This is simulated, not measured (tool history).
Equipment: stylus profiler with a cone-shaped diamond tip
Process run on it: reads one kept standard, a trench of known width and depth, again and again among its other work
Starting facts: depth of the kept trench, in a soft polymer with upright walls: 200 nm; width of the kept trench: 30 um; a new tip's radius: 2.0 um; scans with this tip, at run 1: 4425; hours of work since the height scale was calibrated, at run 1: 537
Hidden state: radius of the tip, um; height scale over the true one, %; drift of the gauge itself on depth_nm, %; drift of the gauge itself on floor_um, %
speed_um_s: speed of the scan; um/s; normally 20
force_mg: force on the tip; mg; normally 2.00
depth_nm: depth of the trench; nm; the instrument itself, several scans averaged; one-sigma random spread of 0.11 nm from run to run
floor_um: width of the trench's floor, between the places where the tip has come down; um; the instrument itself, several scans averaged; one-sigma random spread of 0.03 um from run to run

run,hour,speed_um_s,force_mg,scans with this tip,hours of work since the height scale was calibrated,depth_nm,floor_um
1,0.0,20,2.00,4425,537,201.70,27.93
2,56.9,20,2.33,4767,578,201.77,27.95
3,103.3,20,2.33,5046,612,201.75,27.98
4,138.0,20,2.00,5255,638,201.43,27.97
5,169.8,20,2.00,5447,661,201.63,27.94
6,227.5,20,2.00,5794,703,201.55,27.87
7,287.6,20,2.00,6156,747,201.62,27.94
8,340.2,62,4.36,6472,785,202.95,27.83
9,387.2,5,1.56,6754,820,201.17,27.93
10,433.4,16,1.83,7033,853,201.27,27.88
11,485.0,56,4.70,7343,891,203.25,27.83
12,523.7,56,4.70,7576,919,203.08,27.79
13,572.4,56,4.70,7869,955,203.05,27.81

Each row is a separate what-if for the run after 13, all from the same tool condition, not one after another. Results?
A,598.4,12,1.54,8026,974,?,?
B,598.4,47,2.00,8026,974,?,?
C,598.4,6,0.68,8026,974,?,?
D,598.4,60,1.39,8026,974,?,?
E,598.4,17,4.80,8026,974,?,?

run,depth_nm,floor_um
A,200.98,27.82
B,201.18,27.78
C,200.37,27.81
D,201.03,27.62
E,202.98,27.81
What these runs would have given with no unlogged condition in the tool:
run,depth_nm,floor_um
A,201.66,28.19
B,201.85,28.15
C,201.04,28.18
D,201.70,27.99
E,203.66,28.18

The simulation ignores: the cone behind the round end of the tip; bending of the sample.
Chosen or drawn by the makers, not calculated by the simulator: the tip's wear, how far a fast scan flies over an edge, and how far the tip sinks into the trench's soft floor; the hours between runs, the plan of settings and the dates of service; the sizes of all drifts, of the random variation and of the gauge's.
